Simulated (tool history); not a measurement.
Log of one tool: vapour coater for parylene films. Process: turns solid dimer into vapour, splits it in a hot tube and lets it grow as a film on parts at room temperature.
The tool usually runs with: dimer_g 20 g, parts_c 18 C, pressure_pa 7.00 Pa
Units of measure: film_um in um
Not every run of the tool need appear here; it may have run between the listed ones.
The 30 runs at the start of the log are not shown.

run	hour	dimer_g	parts_c	pressure_pa	hours of work since the trap's valve was overhauled	hours of work since the table's thermometer was calibrated	film_um
31	503.8	12	16	11.36	346	795	2.51
32	520.5	12	15	7.02	357	806	2.76
33	532.3	12	15	7.02	365	814	2.69
34	548.8	9	20	8.38	376	825	1.74
35	567.6	9	20	8.38	388	837	1.77
36	585.0	15	18	9.48	399	848	3.00
37	597.4	15	19	11.65	407	857	2.87
38	607.4	35	12	3.61	414	863	9.31
39	624.6	35	12	3.61	425	874	9.33
40	643.1	35	12	3.61	437	886	9.42
41	665.3	20	17	2.48	452	901	4.74
42	685.5	13	18	4.56	465	914	2.87
43	707.9	13	18	4.56	480	929	2.81
# hour 720.2: trap's valve overhauled
44	722.7	13	18	4.56	2	936	2.90
45	741.3	28	14	4.88	14	948	6.79

Alternative continuations, all from the tool just after run 45; predict every row:
A	763.3	9	11	9.17	28	963	?
B	763.3	10	24	7.87	28	963	?
C	763.3	20	12	2.69	28	963	?
D	763.3	10	13	7.00	28	963	?
E	763.3	15	14	2.53	28	963	?

run	film_um
A	2.28
B	1.73
C	5.40
D	2.41
E	3.90
Without the tool's unlogged condition, the same runs would have read:
run	film_um
A	2.28
B	1.73
C	5.40
D	2.41
E	3.90
